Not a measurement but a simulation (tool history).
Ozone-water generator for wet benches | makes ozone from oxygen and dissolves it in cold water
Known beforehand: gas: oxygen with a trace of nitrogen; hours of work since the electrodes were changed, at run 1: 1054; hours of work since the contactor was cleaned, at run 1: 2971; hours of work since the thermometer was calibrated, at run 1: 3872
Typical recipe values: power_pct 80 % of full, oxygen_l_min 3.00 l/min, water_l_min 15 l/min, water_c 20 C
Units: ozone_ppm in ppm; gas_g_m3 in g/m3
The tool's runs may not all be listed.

run    hour  power_pct  oxygen_l_min  water_l_min  water_c  hours of work since the electrodes were changed  hours of work since the contactor was cleaned  hours of work since the thermometer was calibrated  ozone_ppm  gas_g_m3
  1     0.0         80          3.00           15       20                                             1054                                           2971                                                3872       20.1     202.3
  2    28.1         80          3.00           15       27                                             1081                                           2998                                                3899       18.4     202.5
  3    67.4         80          3.00           15       27                                             1119                                           3036                                                3937       18.0     201.9
  4    91.8         80          3.52           15       20                                             1143                                           3059                                                3961       20.4     187.4
  5   141.3         80          3.00           15       20                                             1190                                           3107                                                4008       20.2     198.9
  6   175.4         80          3.00           15       20                                             1223                                           3140                                                4041       19.9     200.3
  7   216.3         80          3.00           15       20                                             1263                                           3179                                                4081       20.0     198.1
  8   260.0         80          3.00           15       21                                             1305                                           3221                                                4123       19.4     199.8
  9   302.5         44          3.00           15       20                                             1346                                           3262                                                4164       13.3     134.2
      306.7  -- water thermometer calibrated
 10   326.7         44          3.00           15       20                                             1368                                           3285                                                  19       13.3     133.2
 11   365.5         44          3.00           15       20                                             1406                                           3323                                                  57       13.3     134.5
 12   416.2         44          3.00           15       20                                             1455                                           3371                                                 106       13.0     134.3
 13   439.2         44          3.00           15       20                                             1477                                           3394                                                 128       13.0     132.8
 14   468.4         44          3.00           15       20                                             1505                                           3422                                                 156       13.1     132.2
      472.1  -- water thermometer calibrated, once more
 15   497.9         80          2.65           15       20                                             1533                                           3450                                                  25       19.3     208.1
 16   529.8         80          2.65           15       20                                             1564                                           3480                                                  56       19.0     208.3
 17   567.2         62          2.65           18       27                                             1600                                           3516                                                  92       12.8     176.2
 18   616.7         62          2.65           18       27                                             1648                                           3564                                                 139       12.5     175.3
 19   666.6         85          3.15           13       21                                             1696                                           3612                                                 187       22.6     199.8
 20   707.5         85          3.15           13       21                                             1735                                           3652                                                 227       22.5     200.0
 21   750.0         43          4.90           16       25                                             1776                                           3693                                                 268       12.2     107.2
 22   782.2         43          4.08            9       25                                             1807                                           3724                                                 299       17.7     114.5
 23   833.2         80          4.14           15       14                                             1856                                           3773                                                 348       22.4     172.8
 24   870.1         82          3.53           16       13                                             1892                                           3808                                                 384       20.5     187.6
 25   895.1         82          3.53           16       13                                             1916                                           3832                                                 408       20.8     184.4
 26   940.0         82          3.53           16       13                                             1959                                           3876                                                 451       20.9     186.0
 27   988.5         98          2.63           13       14                                             2006                                           3922                                                 498       26.0     234.8
 28  1020.8         69          2.81           17       20                                             2037                                           3954                                                 529       15.1     180.9
 29  1063.9         80          4.69           14       20                                             2078                                           3995                                                 570       21.5     159.3
 30  1108.0         70          4.69           14       20                                             2121                                           4038                                                 613       19.5     148.2
 31  1159.9         80          3.00           11       24                                             2171                                           4088                                                 663       23.2     194.9

What will run 32 give?
 32  1212.8         41          1.59           17       20                                             2222                                           4139                                                 714          ?         ?

ozone_ppm: 9.0 ppm
gas_g_m3: 162.6 g/m3
Had the tool carried no hidden state, the very same run would have given ozone_ppm 10.1 ppm, gas_g_m3 171.2 g/m3.
